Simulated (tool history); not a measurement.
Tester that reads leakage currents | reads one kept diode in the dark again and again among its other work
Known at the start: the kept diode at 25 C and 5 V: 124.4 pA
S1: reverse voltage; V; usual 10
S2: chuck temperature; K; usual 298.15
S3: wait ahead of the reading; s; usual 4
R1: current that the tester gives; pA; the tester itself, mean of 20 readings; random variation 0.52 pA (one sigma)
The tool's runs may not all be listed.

run 1 hour=0 | S1=10 S2=298.15 S3=4 | R1=186.4
run 2 hour=122.3 | S1=10 S2=298.15 S3=4 | R1=187.14
run 3 hour=345.2 | S1=10 S2=298.15 S3=4 | R1=189.26
run 4 hour=470.2 | S1=10 S2=298.15 S3=4 | R1=189.08
run 5 hour=650.9 | S1=10 S2=298.15 S3=4 | R1=191.32
run 6 hour=778.1 | S1=10 S2=298.15 S3=4 | R1=192.43
run 7 hour=995.9 | S1=10 S2=298.15 S3=4 | R1=193.8
-- hour=1012.2 chuck's temperature calibrated
-- hour=1103.1 tester calibrated
run 8 hour=1134.4 | S1=10 S2=298.15 S3=4 | R1=195
run 9 hour=1278.1 | S1=10 S2=298.15 S3=4 | R1=196.86
-- hour=1414.5 chuck's temperature calibrated, once more
run 10 hour=1484.1 | S1=10 S2=298.15 S3=1.06 | R1=189.39
-- hour=1520.7 probe card cleaned and baked
run 11 hour=1720.2 | S1=10 S2=319.15 S3=1.06 | R1=715.21
run 12 hour=1867.1 | S1=10 S2=298.15 S3=3.82 | R1=173.26
run 13 hour=2078.1 | S1=10 S2=298.15 S3=3.82 | R1=174.46
run 14 hour=2240.5 | S1=10 S2=298.15 S3=3.82 | R1=176.78
run 15 hour=2494.3 | S1=5.8 S2=312.15 S3=0.72 | R1=362.52
run 16 hour=2690.8 | S1=5.8 S2=303.15 S3=2.31 | R1=197.66
run 17 hour=2899.1 | S1=10.2 S2=298.15 S3=2.35 | R1=183.15
run 18 hour=3122.1 | S1=10 S2=298.15 S3=3.69 | R1=182.88
run 19 hour=3250.8 | S1=10 S2=298.15 S3=3.69 | R1=184.24
run 20 hour=3455.9 | S1=10 S2=302.15 S3=4 | R1=244.62
run 21 hour=3597.6 | S1=10 S2=332.15 S3=3.41 | R1=1636.66
-- hour=3624.8 chuck's temperature calibrated
run 22 hour=3832.6 | S1=1.4 S2=298.15 S3=4.15 | R1=72.7
run 23 hour=4078.5 | S1=1.4 S2=325.15 S3=0.7 | R1=434.53

5 ways to go on from here, each from the tool as it stands after run 23. What would each give?
run A hour=4283.7 | S1=1.4 S2=325.15 S3=0.56 | R1=?
run B hour=4283.7 | S1=1.4 S2=325.15 S3=0.44 | R1=?
run C hour=4283.7 | S1=10 S2=298.15 S3=5.89 | R1=?
run D hour=4283.7 | S1=19.2 S2=310.15 S3=1.31 | R1=?
run E hour=4283.7 | S1=2 S2=322.15 S3=0.38 | R1=?

run=A R1=435.73
run=B R1=435.35
run=C R1=184.37
run=D R1=563.28
run=E R1=427.78
Without the tool's hidden state the same runs would have given:
run=A R1=422.88
run=B R1=422.51
run=C R1=170.57
run=D R1=531.44
run=E R1=414.5
